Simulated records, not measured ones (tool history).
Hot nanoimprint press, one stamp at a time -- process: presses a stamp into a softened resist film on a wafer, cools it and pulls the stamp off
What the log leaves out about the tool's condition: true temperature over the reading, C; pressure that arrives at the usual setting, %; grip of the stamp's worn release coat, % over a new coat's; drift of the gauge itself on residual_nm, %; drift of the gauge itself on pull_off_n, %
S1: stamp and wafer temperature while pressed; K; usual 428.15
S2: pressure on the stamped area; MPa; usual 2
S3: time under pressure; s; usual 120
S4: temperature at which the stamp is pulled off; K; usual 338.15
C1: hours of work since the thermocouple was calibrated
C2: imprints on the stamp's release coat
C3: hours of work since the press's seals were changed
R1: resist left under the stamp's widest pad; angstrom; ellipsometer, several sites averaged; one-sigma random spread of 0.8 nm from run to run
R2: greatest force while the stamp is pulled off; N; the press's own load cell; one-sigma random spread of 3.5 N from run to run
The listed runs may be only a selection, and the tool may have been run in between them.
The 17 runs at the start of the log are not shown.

{"run": 18, "hour": 222.2, "S1": 419.15, "S2": 1.57, "S3": 120, "S4": 325.15, "C1": 31, "C2": 1301, "C3": 450, "R1": 3265, "R2": 289}
{"run": 19, "hour": 231.7, "S1": 430.15, "S2": 2.52, "S3": 120, "S4": 334.15, "C1": 38, "C2": 1344, "C3": 457, "R1": 1637, "R2": 246}
{"run": 20, "hour": 245.9, "S1": 430.15, "S2": 2.52, "S3": 120, "S4": 334.15, "C1": 48, "C2": 1409, "C3": 468, "R1": 1640, "R2": 250}
{"run": 21, "hour": 259.0, "S1": 430.15, "S2": 2.52, "S3": 120, "S4": 334.15, "C1": 58, "C2": 1469, "C3": 477, "R1": 1647, "R2": 252}
{"run": 22, "hour": 266.8, "S1": 430.15, "S2": 2.76, "S3": 93, "S4": 341.15, "C1": 64, "C2": 1504, "C3": 483, "R1": 1742, "R2": 221}
{"hour": 279.8, "done": "stamp cleaned and given a new release coat"}
{"run": 23, "hour": 281.5, "S1": 430.15, "S2": 2.43, "S3": 91, "S4": 341.15, "C1": 71, "C2": 8, "C3": 490, "R1": 1864, "R2": 221}
{"run": 24, "hour": 292.3, "S1": 430.15, "S2": 2.43, "S3": 91, "S4": 341.15, "C1": 79, "C2": 57, "C3": 498, "R1": 1862, "R2": 214}
{"run": 25, "hour": 300.8, "S1": 430.15, "S2": 2.43, "S3": 91, "S4": 341.15, "C1": 85, "C2": 96, "C3": 504, "R1": 1875, "R2": 219}
{"hour": 314.8, "done": "gauge calibrated"}
{"run": 26, "hour": 316.1, "S1": 428.15, "S2": 1.49, "S3": 110, "S4": 324.15, "C1": 97, "C2": 165, "C3": 516, "R1": 2410, "R2": 306}
{"run": 27, "hour": 330.1, "S1": 418.15, "S2": 2.35, "S3": 110, "S4": 339.15, "C1": 107, "C2": 229, "C3": 526, "R1": 3081, "R2": 228}
{"run": 28, "hour": 346.0, "S1": 418.15, "S2": 2.35, "S3": 110, "S4": 339.15, "C1": 119, "C2": 301, "C3": 538, "R1": 3089, "R2": 224}
{"run": 29, "hour": 353.9, "S1": 418.15, "S2": 2.35, "S3": 110, "S4": 339.15, "C1": 125, "C2": 337, "C3": 544, "R1": 3092, "R2": 228}
{"run": 30, "hour": 369.3, "S1": 418.15, "S2": 2.35, "S3": 110, "S4": 339.15, "C1": 137, "C2": 408, "C3": 556, "R1": 3088, "R2": 235}
{"run": 31, "hour": 382.9, "S1": 428.15, "S2": 2, "S3": 78, "S4": 323.15, "C1": 147, "C2": 470, "C3": 566, "R1": 2397, "R2": 301}

Each row is a separate what-if for the run after 31, all from the same tool condition, not one after another. Results?
{"run": "A", "hour": 395.9, "S1": 428.15, "S2": 2, "S3": 62, "S4": 334.15, "C1": 157, "C2": 529, "C3": 576, "R1": "?", "R2": "?"}
{"run": "B", "hour": 395.9, "S1": 428.15, "S2": 2.25, "S3": 107, "S4": 323.15, "C1": 157, "C2": 529, "C3": 576, "R1": "?", "R2": "?"}
{"run": "C", "hour": 395.9, "S1": 428.15, "S2": 3.2, "S3": 120, "S4": 338.15, "C1": 157, "C2": 529, "C3": 576, "R1": "?", "R2": "?"}

run=A R1=2598 R2=250
run=B R1=2009 R2=301
run=C R1=1623 R2=226
With the hidden condition removed and each run's random variation left untouched, the same runs would have given:
run=A R1=2617 R2=249
run=B R1=2024 R2=300
run=C R1=1635 R2=226
